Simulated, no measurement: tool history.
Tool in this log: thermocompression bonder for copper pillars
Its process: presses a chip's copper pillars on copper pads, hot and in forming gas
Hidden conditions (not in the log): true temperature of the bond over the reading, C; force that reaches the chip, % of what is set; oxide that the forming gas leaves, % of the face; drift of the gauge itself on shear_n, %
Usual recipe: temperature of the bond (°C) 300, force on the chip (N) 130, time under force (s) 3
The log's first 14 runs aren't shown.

run	hour	temperature of the bond (°C)	force on the chip (N)	time under force (s)	hours of work since the heater was calibrated	hours of work since the force cell was calibrated	hours of work since the gas filter was changed	force that shears a chip off (N)
15	89.7	300	130	5	432	127	134	51.1
# hour 93.7: forming gas filter changed
16	96.8	300	130	5	436	131	2	50.9
17	104.8	300	130	6	441	135	7	54.3
18	109.9	300	130	6	444	138	10	54.0
19	115.1	300	130	6	448	142	13	53.6
20	121.6	300	130	6	452	146	17	54.0
21	130.3	299	130	2	457	151	22	37.2
22	136.5	300	144	3	461	155	26	46.5
23	144.2	300	111	4	465	159	31	43.6
24	148.0	294	195	2	468	162	33	45.4
25	156.1	321	130	3	473	167	38	55.0
26	165.0	276	127	2	478	172	43	25.7
27	171.4	276	127	2	482	176	47	26.5
28	177.1	276	127	2	485	179	51	25.8
29	185.0	276	127	2	490	184	55	26.1
30	190.5	278	127	2	493	187	59	26.4
31	198.3	300	151	3	498	192	64	47.8
32	204.2	300	194	5	502	196	67	61.8
33	211.0	288	137	9	506	200	71	54.5
34	215.1	278	118	6	508	202	74	38.6
35	223.8	300	117	3	514	208	79	40.7
36	230.3	307	146	5	518	212	83	57.9
37	235.6	307	146	4	521	215	86	54.9
38	240.3	307	146	2	524	218	89	44.9
39	246.2	291	192	5	527	221	93	57.1

Each row is a separate what-if for the run after 39, all from the same tool condition, not one after another. Results?
A	251.6	313	192	5	531	225	96	?
B	251.6	306	192	3	531	225	96	?
C	251.6	307	192	5	531	225	96	?

run	force that shears a chip off (N)
A	67.4
B	58.0
C	65.6
With the hidden condition removed and each run's random variation left untouched, the same runs would have given:
run	force that shears a chip off (N)
A	67.5
B	58.1
C	65.7
